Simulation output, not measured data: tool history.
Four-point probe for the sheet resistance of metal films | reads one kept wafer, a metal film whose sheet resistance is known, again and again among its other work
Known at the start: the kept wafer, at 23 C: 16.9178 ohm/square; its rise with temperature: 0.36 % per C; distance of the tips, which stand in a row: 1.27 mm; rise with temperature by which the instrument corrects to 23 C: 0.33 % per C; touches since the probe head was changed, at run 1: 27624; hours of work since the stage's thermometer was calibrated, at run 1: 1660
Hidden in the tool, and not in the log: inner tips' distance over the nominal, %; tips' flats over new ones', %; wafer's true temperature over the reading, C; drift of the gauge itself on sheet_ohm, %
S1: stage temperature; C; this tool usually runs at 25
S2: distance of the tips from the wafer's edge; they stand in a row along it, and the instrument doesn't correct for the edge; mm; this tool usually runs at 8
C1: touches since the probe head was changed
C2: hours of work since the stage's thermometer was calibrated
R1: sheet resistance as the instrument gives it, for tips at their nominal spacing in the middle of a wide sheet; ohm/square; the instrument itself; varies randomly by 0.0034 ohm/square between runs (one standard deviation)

run	hour	S1	S2	C1	C2	R1
1	0	25	8	27624	1660	17.13704
2	43.7	25	8	28431	1690	17.141149
3	87.1	25	8	29230	1720	17.137912
4	134.6	25	8	30107	1753	17.136414
5	154.2	25	8	30468	1766	17.135668
6	197.3	25	8	31263	1796	17.134432
7	235.6	28	8	31970	1822	17.142977
8	263.7	28	8	32488	1842	17.143769
9	295.5	28	8	33074	1864	17.144396
# hour 310.4: stage's thermometer calibrated
10	344.1	28	8	33961	23	17.127969
11	371.8	25	8	34472	42	17.111963
12	394.9	29	24	34897	58	16.928502
13	427.1	29	24	35491	80	16.92488
14	463.3	32	11	36159	105	17.036731
15	505.4	24	5	36936	134	17.450908
16	553.3	24	37	37819	167	16.895633
17	581.8	22	5	38345	187	17.441717
18	612.8	22	5	38917	208	17.43818
19	644.3	19	11	39498	230	16.98699
20	667.8	19	11	39930	246	16.987324
21	708	20	11	40671	274	16.985057
22	735.1	23	29	41172	292	16.894097

Below are 3 alternative next runs, each starting from the tool's condition after run 22. Predict each:
A	755.5	26	34	41549	306	?
B	755.5	31	15	41549	306	?
C	755.5	23	9	41549	306	?

run	R1
A	16.910354
B	16.978474
C	17.05925
Without the tool's hidden state the same runs would have given:
run	R1
A	16.949611
B	17.01784
C	17.098849
